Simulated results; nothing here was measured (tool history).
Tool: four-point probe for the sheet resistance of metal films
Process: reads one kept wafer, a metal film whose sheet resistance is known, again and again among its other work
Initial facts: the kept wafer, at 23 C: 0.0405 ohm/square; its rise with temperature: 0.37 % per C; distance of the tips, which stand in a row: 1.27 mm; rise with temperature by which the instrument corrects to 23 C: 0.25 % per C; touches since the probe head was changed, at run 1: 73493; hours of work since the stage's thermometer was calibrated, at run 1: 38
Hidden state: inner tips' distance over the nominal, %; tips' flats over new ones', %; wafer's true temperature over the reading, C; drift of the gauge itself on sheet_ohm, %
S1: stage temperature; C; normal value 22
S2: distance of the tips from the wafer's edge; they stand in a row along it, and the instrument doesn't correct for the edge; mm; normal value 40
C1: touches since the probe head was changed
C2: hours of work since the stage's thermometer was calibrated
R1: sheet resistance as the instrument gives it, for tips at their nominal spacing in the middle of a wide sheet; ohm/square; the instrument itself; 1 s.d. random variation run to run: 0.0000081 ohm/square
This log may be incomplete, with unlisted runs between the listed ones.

run   hour  S1  S2      C1   C2        R1
  1      0  22  40   73493   38   0.04095
  2   30.3  22  40   74629   55  0.040953
  3   74.1  22  40   76275   80  0.040959
  4  130.1  22  40   78375  112  0.040972
  5  180.1  22  40   80253  140  0.040982
  6  233.5  22  40   82253  170  0.040966
  7  281.9  22  13   84072  198  0.041181
  8  334.7  22   6   86051  227  0.041936
  9  386.3  22   6   87989  257  0.041935
 10  421.6  21  35   89312  277  0.040964
 11  467.3  21  35   91029  303  0.040959
 12  495.7  24   3   92094  319  0.044669
 13  543.5  24   3   93888  346  0.044659
 14  603.6  18   7   96142  380  0.041521
 15    656  31   7   98109  409  0.042147
 16  694.1  24  36   99538  431  0.041119
 17  727.3  26  71  100784  450  0.041212
 18  780.6  26  71  102786  480  0.041214

What if the next run were any one of these 5? Each begins from the tool's condition after run 18:
  A  832.2  18  70  104721  509   ?
  B  832.2  19   3  104721  509   ?
  C  832.2  22  71  104721  509   ?
  D  832.2  31  40  104721  509   ?
  E  832.2  23  40  104721  509   ?

run        R1
  A  0.040826
  B  0.044438
  C  0.041028
  D  0.041485
  E   0.04108
The same runs, with their run-to-run variation unchanged, on a tool lacking any hidden condition would have given:
run        R1
  A   0.04026
  B  0.043827
  C  0.040459
  D  0.040909
  E   0.04051

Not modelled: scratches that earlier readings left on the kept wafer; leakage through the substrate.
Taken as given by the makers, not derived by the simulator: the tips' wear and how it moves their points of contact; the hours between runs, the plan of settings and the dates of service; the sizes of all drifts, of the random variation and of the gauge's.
